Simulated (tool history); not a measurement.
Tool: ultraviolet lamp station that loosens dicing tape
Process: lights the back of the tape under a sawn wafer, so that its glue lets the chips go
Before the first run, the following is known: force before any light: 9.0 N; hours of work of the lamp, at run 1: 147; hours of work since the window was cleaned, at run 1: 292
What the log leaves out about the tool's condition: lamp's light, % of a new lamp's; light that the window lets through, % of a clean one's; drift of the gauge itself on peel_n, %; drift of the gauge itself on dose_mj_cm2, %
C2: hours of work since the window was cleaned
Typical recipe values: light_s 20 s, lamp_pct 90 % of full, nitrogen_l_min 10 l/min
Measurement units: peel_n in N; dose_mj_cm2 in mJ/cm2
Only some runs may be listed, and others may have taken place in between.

Run 1, day 0.000: usual settings; hours of work of the lamp 147; C2 292. Result: peel_n 1.016 N, dose_mj_cm2 294 mJ/cm2.
Run 2, day 0.271: usual settings; hours of work of the lamp 152; C2 297. Result: peel_n 0.997 N, dose_mj_cm2 299 mJ/cm2.
Run 3, day 0.550: usual settings; hours of work of the lamp 157; C2 303. Result: peel_n 1.018 N, dose_mj_cm2 299 mJ/cm2.
Run 4, day 0.883: usual settings but nitrogen_l_min 13 l/min; hours of work of the lamp 163; C2 309. Result: peel_n 0.830 N, dose_mj_cm2 290 mJ/cm2.
Run 5, day 1.133: usual settings but nitrogen_l_min 13 l/min; hours of work of the lamp 168; C2 313. Result: peel_n 0.822 N, dose_mj_cm2 291 mJ/cm2.
At day 1.192: window cleaned of glue's vapour.
Run 6, day 1.429: usual settings but nitrogen_l_min 13 l/min; hours of work of the lamp 173; C2 5. Result: peel_n 0.907 N, dose_mj_cm2 287 mJ/cm2.
Run 7, day 1.712: usual settings but light_s 21 s, lamp_pct 70 % of full, nitrogen_l_min 13 l/min; hours of work of the lamp 178; C2 10. Result: peel_n 1.361 N, dose_mj_cm2 231 mJ/cm2.
Run 8, day 2.121: usual settings but light_s 23 s, lamp_pct 91 % of full, nitrogen_l_min 5 l/min; hours of work of the lamp 186; C2 17. Result: peel_n 1.492 N, dose_mj_cm2 334 mJ/cm2.
At day 2.392: window cleaned of glue's vapour, once more.
Run 9, day 2.421: usual settings but light_s 23 s, lamp_pct 82 % of full, nitrogen_l_min 5 l/min; hours of work of the lamp 191; C2 0. Result: peel_n 1.595 N, dose_mj_cm2 307 mJ/cm2.
Run 10, day 2.808: usual settings but light_s 23 s, lamp_pct 94 % of full, nitrogen_l_min 4 l/min; hours of work of the lamp 198; C2 8. Result: peel_n 1.604 N, dose_mj_cm2 354 mJ/cm2.
Run 11, day 3.196: usual settings but light_s 16 s, lamp_pct 89 % of full, nitrogen_l_min 7 l/min; hours of work of the lamp 205; C2 15. Result: peel_n 2.030 N, dose_mj_cm2 227 mJ/cm2.
Run 12, day 3.496: usual settings but light_s 21 s, lamp_pct 61 % of full, nitrogen_l_min 18 l/min; hours of work of the lamp 211; C2 21. Result: peel_n 1.377 N, dose_mj_cm2 213 mJ/cm2.

Had the tool no unlogged condition, and each run kept its random variation, what would the results have been?
run  peel_n  dose_mj_cm2
  1   0.754          337
  2   0.730          344
  3   0.741          344
  4   0.578          337
  5   0.570          339
  6   0.594          342
  7   0.944          277
  8   1.038          402
  9   1.241          353
 10   1.226          410
 11   1.600          265
 12   1.011          248

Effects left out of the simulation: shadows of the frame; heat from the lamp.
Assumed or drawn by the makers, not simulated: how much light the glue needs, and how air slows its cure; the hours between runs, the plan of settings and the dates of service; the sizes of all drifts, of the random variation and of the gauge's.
